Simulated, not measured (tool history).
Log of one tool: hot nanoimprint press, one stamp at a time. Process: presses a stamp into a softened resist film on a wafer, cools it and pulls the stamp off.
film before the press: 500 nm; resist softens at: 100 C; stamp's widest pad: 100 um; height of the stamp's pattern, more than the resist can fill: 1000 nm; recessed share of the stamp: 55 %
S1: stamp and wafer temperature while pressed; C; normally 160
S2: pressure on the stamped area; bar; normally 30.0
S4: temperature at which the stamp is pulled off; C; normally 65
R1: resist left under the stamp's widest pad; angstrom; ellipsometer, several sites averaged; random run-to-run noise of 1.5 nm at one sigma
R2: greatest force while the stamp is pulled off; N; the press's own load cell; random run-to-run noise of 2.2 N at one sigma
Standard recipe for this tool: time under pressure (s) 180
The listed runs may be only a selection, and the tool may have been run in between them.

Run 1, hour 0.0: usual settings. Result: R1 2894 angstrom, R2 122 N.
Run 2, hour 20.6: usual settings. Result: R1 2864 angstrom, R2 119 N.
Run 3, hour 43.7: usual settings. Result: R1 2904 angstrom, R2 122 N.
Run 4, hour 68.9: usual settings but S1 158 C. Result: R1 3103 angstrom, R2 127 N.
At hour 81.6: stamp cleaned and given a new release coat.
At hour 90.1: plate thermocouple calibrated.
Run 5, hour 123.8: usual settings but S1 158 C, S2 19.8 bar. Result: R1 3691 angstrom, R2 99 N.
Run 6, hour 153.7: usual settings but S1 158 C, S2 19.8 bar. Result: R1 3712 angstrom, R2 102 N.
Run 7, hour 182.1: usual settings but S1 158 C, S2 19.8 bar. Result: R1 3668 angstrom, R2 99 N.
Run 8, hour 225.6: usual settings but S1 158 C, S2 19.8 bar. Result: R1 3627 angstrom, R2 100 N.
Run 9, hour 260.2: usual settings but S1 158 C, S2 19.8 bar. Result: R1 3660 angstrom, R2 104 N.
Run 10, hour 290.6: usual settings. Result: R1 2943 angstrom, R2 111 N.
Run 11, hour 322.3: usual settings. Result: R1 2894 angstrom, R2 106 N.
Run 12, hour 347.6: usual settings but S2 23.4 bar. Result: R1 3218 angstrom, R2 108 N.
Run 13, hour 379.1: usual settings but S2 23.4 bar. Result: R1 3209 angstrom, R2 114 N.
Run 14, hour 414.5: usual settings. Result: R1 2893 angstrom, R2 111 N.
Run 15, hour 457.1: usual settings. Result: R1 2875 angstrom, R2 118 N.
Run 16, hour 488.2: usual settings but S2 33.6 bar, time under pressure (s) 170. Result: R1 2770 angstrom, R2 120 N.
Run 17, hour 508.3: usual settings but S2 33.6 bar, time under pressure (s) 143, S4 58 C. Result: R1 2918 angstrom, R2 135 N.
Run 18, hour 548.7: usual settings but S4 69 C. Result: R1 2858 angstrom, R2 103 N.
Run 19, hour 583.0: usual settings but S2 23.9 bar, S4 53 C. Result: R1 3123 angstrom, R2 162 N.
At hour 625.6: stamp cleaned and given a new release coat.
Run 20, hour 632.5: usual settings but S1 154 C, S2 21.2 bar, time under pressure (s) 226. Result: R1 3735 angstrom, R2 93 N.
At hour 639.5: plate thermocouple calibrated.
Run 21, hour 660.2: usual settings but S1 154 C, S2 40.9 bar, time under pressure (s) 226. Result: R1 3134 angstrom, R2 99 N.
Run 22, hour 682.3: usual settings but S1 154 C, S2 40.9 bar, time under pressure (s) 226. Result: R1 3105 angstrom, R2 97 N.
Run 23, hour 718.5: usual settings but S2 22.8 bar, S4 72 C. Result: R1 3270 angstrom, R2 77 N.
Run 24, hour 754.3: usual settings but S1 157 C, S4 53 C. Result: R1 3295 angstrom, R2 139 N.
Run 25, hour 777.9: usual settings but S1 154 C, S2 35.7 bar, time under pressure (s) 214, S4 61 C. Result: R1 3317 angstrom, R2 115 N.
Run 26, hour 809.3: usual settings but S2 18.9 bar, S4 69 C. Result: R1 3497 angstrom, R2 98 N.
Run 27, hour 847.6: usual settings but S2 18.9 bar, S4 69 C. Result: R1 3483 angstrom, R2 100 N.
Run 28, hour 889.2: usual settings but S1 167 C, S2 28.2 bar, time under pressure (s) 146, S4 72 C. Result: R1 2415 angstrom, R2 85 N.
Run 29, hour 932.2: usual settings but S1 167 C, S2 28.2 bar, time under pressure (s) 146, S4 72 C. Result: R1 2421 angstrom, R2 86 N.
Run 30, hour 954.4: usual settings but S1 169 C, S2 44.4 bar, time under pressure (s) 201, S4 67 C. Result: R1 1561 angstrom, R2 104 N.

Branching from run 30: 3 alternative next runs. What would each branch give?
Run A, hour 987.1: usual settings but S1 158 C, S2 26.2 bar, S4 52 C. Result: R1 ?, R2 ?.
Run B, hour 987.1: usual settings but S1 172 C, S2 27.0 bar, time under pressure (s) 201, S4 67 C. Result: R1 ?, R2 ?.
Run C, hour 987.1: usual settings but S1 153 C, S2 44.4 bar, time under pressure (s) 201, S4 67 C. Result: R1 ?, R2 ?.

run    R1   R2
  A  3262  156
  B  1771  109
  C  3171  107
With no hidden state in the tool, these same runs would have given:
run    R1   R2
  A  3318  131
  B  1799   92
  C  3206   91

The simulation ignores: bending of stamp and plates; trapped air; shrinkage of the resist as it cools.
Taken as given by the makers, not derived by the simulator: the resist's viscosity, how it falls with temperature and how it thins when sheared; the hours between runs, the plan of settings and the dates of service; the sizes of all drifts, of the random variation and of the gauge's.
